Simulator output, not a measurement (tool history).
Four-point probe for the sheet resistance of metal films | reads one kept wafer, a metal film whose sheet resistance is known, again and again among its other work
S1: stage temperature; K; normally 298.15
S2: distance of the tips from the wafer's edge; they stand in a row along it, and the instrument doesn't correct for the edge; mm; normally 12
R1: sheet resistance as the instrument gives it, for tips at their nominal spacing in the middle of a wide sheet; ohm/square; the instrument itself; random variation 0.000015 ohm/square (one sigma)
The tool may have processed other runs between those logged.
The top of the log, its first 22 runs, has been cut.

run,hour,S1,S2,R1
23,398.4,300.15,12,0.076385
24,413.9,292.15,61,0.076323
25,424.9,293.15,43,0.076338
26,443.7,298.15,7,0.076506
27,456.8,298.15,7,0.07652
28,475.1,298.15,7,0.076513
# hour 477.1: stage's thermometer calibrated
29,497.7,301.15,58,0.076328
30,512,300.15,18,0.076368
# hour 514.4: stage's thermometer calibrated, once more
31,535.9,300.15,18,0.07631
32,562.1,306.15,26,0.076258
33,576,306.15,26,0.076256
34,596.5,308.15,32,0.076284
35,621.6,301.15,19,0.076317
36,643.2,301.15,19,0.076303
37,666.1,303.15,25,0.076304
38,682.4,303.15,25,0.07628
39,707.6,303.15,25,0.076324
40,726,303.15,25,0.076348
41,739.6,292.15,4,0.076952
42,758,295.15,19,0.07636

Forecast each of these 3 alternatives for the next run:
A,777.3,295.15,18,?
B,777.3,296.15,23,?
C,777.3,295.15,27,?

run,R1
A,0.076367
B,0.07634
C,0.076348
Without the tool's hidden state the same runs would have given:
run,R1
A,0.076548
B,0.076521
C,0.076529
